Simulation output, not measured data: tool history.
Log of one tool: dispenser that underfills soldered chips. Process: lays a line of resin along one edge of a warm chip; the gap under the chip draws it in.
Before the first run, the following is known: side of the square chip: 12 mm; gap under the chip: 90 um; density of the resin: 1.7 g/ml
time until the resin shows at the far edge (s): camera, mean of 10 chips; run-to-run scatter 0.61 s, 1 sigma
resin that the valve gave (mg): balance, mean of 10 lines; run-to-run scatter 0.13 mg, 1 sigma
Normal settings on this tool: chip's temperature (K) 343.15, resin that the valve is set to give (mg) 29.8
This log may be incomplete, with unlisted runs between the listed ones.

run	day	chip's temperature (K)	resin that the valve is set to give (mg)	time until the resin shows at the far edge (s)	resin that the valve gave (mg)
1	0	343.15	29.8	111.5	28.16
# day 0.033: new syringe of resin
2	0.133	343.15	29.8	59.3	28.07
# day 0.229: dispensing valve cleaned and set on the balance
3	0.354	343.15	33.7	70.8	33.58
4	0.583	343.15	33.7	91.3	33.32
5	0.683	343.15	33.7	103	33.3
# day 0.717: new syringe of resin
6	0.85	343.15	33.7	62	33.15
7	1.075	351.15	29.8	53.4	29.4
8	1.288	343.15	34.7	101.2	34.09
# day 1.358: new syringe of resin
9	1.496	343.15	34.7	62	33.94
10	1.621	343.15	34.7	70.4	34.1
11	1.817	343.15	25.5	96.1	24.69
# day 2: new syringe of resin
12	2.017	343.15	25.5	58.2	24.85
13	2.188	343.15	32.7	63.6	31.61
14	2.375	343.15	32.7	81.1	31.41
15	2.562	343.15	32.7	98.5	31.44
# day 2.642: new syringe of resin
16	2.712	343.15	29.8	57.6	28.64
17	2.862	343.15	29.8	71.6	28.61
18	2.992	343.15	29.8	81.3	28.55
19	3.158	343.15	29.8	97.6	28.27
# day 3.288: new syringe of resin
20	3.292	343.15	29.8	55.4	28.51
21	3.404	344.15	25.3	62	24.08
22	3.525	352.15	32.5	43.9	30.79
23	3.712	352.15	32.5	53.7	30.52
# day 3.912: dispensing valve cleaned and set on the balance
24	3.912	334.15	34.4	164.5	34.51
# day 3.971: new syringe of resin
25	4.121	334.15	34.4	101.2	34.68
26	4.283	344.15	34.8	69.6	34.69
27	4.512	329.15	30	208.5	29.63
# day 4.617: new syringe of resin
28	4.658	343.15	32.7	54.8	32.22
29	4.762	351.15	26.5	42.4	26.02
30	4.942	329.15	30.4	168.4	30.27
31	5.15	329.15	36.4	206.5	35.66
# day 5.254: new syringe of resin
32	5.271	329.15	36.4	111.2	35.83
33	5.488	331.15	25.4	140.7	24.95
34	5.638	331.15	25.4	166.6	24.74
35	5.758	339.15	31.8	114.8	30.96
36	5.867	352.15	35.8	64.8	34.6

Predict each of these 4 candidate next runs independently; none follows another, all start after run 36:
# day 5.888: new syringe of resin
A	5.975	349.15	35.8	?	?
# day 5.888: new syringe of resin
B	5.975	357.15	38.6	?	?
# day 5.888: new syringe of resin
C	5.975	354.15	32.3	?	?
# day 5.888: new syringe of resin
D	5.975	355.15	35.8	?	?

run	time until the resin shows at the far edge (s)	resin that the valve gave (mg)
A	41.2	34.56
B	28.2	37.26
C	32.8	31.33
D	30.4	34.57
Without the tool's hidden state the same runs would have given:
run	time until the resin shows at the far edge (s)	resin that the valve gave (mg)
A	37.4	35.7
B	25.8	38.49
C	29.8	32.36
D	27.6	35.71

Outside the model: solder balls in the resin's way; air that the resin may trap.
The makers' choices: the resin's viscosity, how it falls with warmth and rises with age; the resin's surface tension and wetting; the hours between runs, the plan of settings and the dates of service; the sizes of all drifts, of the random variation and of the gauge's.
